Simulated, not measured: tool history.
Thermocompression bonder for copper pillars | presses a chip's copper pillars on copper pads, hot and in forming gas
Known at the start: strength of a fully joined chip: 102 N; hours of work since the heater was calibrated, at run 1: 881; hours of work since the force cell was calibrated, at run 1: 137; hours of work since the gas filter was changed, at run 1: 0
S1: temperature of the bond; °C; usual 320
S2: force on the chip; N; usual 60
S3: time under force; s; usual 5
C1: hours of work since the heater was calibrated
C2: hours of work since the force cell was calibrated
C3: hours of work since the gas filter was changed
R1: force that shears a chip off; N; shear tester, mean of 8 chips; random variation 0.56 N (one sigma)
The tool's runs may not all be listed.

| run | hour | S1 | S2 | S3 | C1 | C2 | C3 | R1 |
|---|---|---|---|---|---|---|---|---|
| 1 | 0.0 | 320 | 60 | 5 | 881 | 137 | 0 | 41.3 |
| 2 | 34.0 | 320 | 60 | 5 | 907 | 163 | 26 | 40.2 |
| 3 | 82.6 | 320 | 60 | 5 | 943 | 199 | 62 | 40.0 |
| 4 | 123.1 | 320 | 60 | 5 | 974 | 229 | 92 | 39.2 |
| 5 | 152.3 | 320 | 60 | 5 | 995 | 251 | 114 | 39.0 |
| 6 | 197.9 | 320 | 60 | 3 | 1030 | 286 | 148 | 31.5 |
| 7 | 238.1 | 320 | 60 | 3 | 1060 | 316 | 178 | 31.1 |
| 8 | 291.0 | 343 | 38 | 10 | 1099 | 355 | 218 | 48.5 |
| 9 | 323.0 | 330 | 60 | 5 | 1123 | 379 | 242 | 40.8 |

Forecast run 10:
| 10 | 364.3 | 312 | 60 | 7 | 1154 | 410 | 273 | ? |

{"run 10": {"R1": 38.0}}
Without the tool's hidden state the same run would have given R1 45.6 N.
